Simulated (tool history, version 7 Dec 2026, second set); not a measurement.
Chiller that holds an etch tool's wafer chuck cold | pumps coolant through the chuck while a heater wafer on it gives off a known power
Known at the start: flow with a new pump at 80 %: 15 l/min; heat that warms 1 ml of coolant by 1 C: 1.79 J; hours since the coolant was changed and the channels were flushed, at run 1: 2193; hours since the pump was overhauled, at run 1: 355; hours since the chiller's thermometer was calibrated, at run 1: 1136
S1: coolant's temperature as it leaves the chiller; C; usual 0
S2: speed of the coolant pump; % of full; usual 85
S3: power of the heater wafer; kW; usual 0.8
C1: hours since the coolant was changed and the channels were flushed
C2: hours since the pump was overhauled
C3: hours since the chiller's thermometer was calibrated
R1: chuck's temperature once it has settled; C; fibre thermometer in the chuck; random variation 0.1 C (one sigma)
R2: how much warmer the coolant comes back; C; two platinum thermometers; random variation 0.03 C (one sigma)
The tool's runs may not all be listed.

run 1 hour=0 | S1=0 S2=85 S3=0.8 | C1=2193 C2=355 C3=1136 | R1=4.4 R2=1.63
run 2 hour=109.9 | S1=2 S2=85 S3=0.8 | C1=2303 C2=465 C3=1245 | R1=6.4 R2=1.71
run 3 hour=186.1 | S1=0 S2=85 S3=0.786 | C1=2379 C2=541 C3=1322 | R1=4.3 R2=1.66
run 4 hour=261.4 | S1=0 S2=85 S3=0.602 | C1=2454 C2=616 C3=1397 | R1=3.2 R2=1.34
run 5 hour=325.1 | S1=0 S2=85 S3=0.602 | C1=2518 C2=680 C3=1461 | R1=3.4 R2=1.3
run 6 hour=380.7 | S1=0 S2=85 S3=0.602 | C1=2574 C2=736 C3=1516 | R1=3.3 R2=1.3
run 7 hour=434.6 | S1=0 S2=85 S3=0.8 | C1=2627 C2=790 C3=1570 | R1=4.5 R2=1.67
run 8 hour=545.2 | S1=0 S2=85 S3=0.8 | C1=2738 C2=900 C3=1681 | R1=4.6 R2=1.64
run 9 hour=610.2 | S1=0 S2=85 S3=0.8 | C1=2803 C2=965 C3=1746 | R1=4.5 R2=1.68
run 10 hour=711.5 | S1=0 S2=85 S3=0.8 | C1=2904 C2=1066 C3=1847 | R1=4.6 R2=1.71
-- hour=723.4 coolant pump overhauled
run 11 hour=790.3 | S1=4 S2=70 S3=0.521 | C1=2978 C2=67 C3=1921 | R1=7.3 R2=1.4
run 12 hour=865.1 | S1=-9 S2=77 S3=0.8 | C1=3053 C2=142 C3=1996 | R1=-4.2 R2=1.88
run 13 hour=944.1 | S1=-9 S2=77 S3=0.8 | C1=3132 C2=221 C3=2075 | R1=-4.4 R2=1.97
-- hour=968.6 coolant pump overhauled, once more
run 14 hour=1002.8 | S1=-3 S2=81 S3=0.44 | C1=3186 C2=34 C3=2128 | R1=-0.6 R2=1.01
run 15 hour=1083 | S1=4 S2=96 S3=0.8 | C1=3266 C2=114 C3=2209 | R1=8.1 R2=1.48
run 16 hour=1196 | S1=0 S2=88 S3=0.8 | C1=3379 C2=227 C3=2322 | R1=4.2 R2=1.58
run 17 hour=1264.2 | S1=-8 S2=89 S3=0.739 | C1=3447 C2=296 C3=2390 | R1=-4.1 R2=1.47
run 18 hour=1361.1 | S1=3 S2=62 S3=0.612 | C1=3544 C2=392 C3=2487 | R1=7.1 R2=1.82
run 19 hour=1459.2 | S1=3 S2=62 S3=0.612 | C1=3642 C2=491 C3=2585 | R1=7.1 R2=1.79

Forecast each of these 4 alternatives for the next run:
run A hour=1538.7 | S1=-8 S2=66 S3=0.405 | C1=3722 C2=570 C3=2664 | R1=? R2=?
run B hour=1538.7 | S1=0 S2=62 S3=0.612 | C1=3722 C2=570 C3=2664 | R1=? R2=?
run C hour=1538.7 | S1=1 S2=93 S3=0.899 | C1=3722 C2=570 C3=2664 | R1=? R2=?
run D hour=1538.7 | S1=0 S2=86 S3=0.8 | C1=3722 C2=570 C3=2664 | R1=? R2=?

run=A R1=-5.4 R2=1.13
run=B R1=4.2 R2=1.83
run=C R1=5.8 R2=1.75
run=D R1=4.4 R2=1.67
Without the tool's hidden state the same runs would have given:
run=A R1=-5.3 R2=1.11
run=B R1=4.2 R2=1.81
run=C R1=5.8 R2=1.73
run=D R1=4.5 R2=1.65
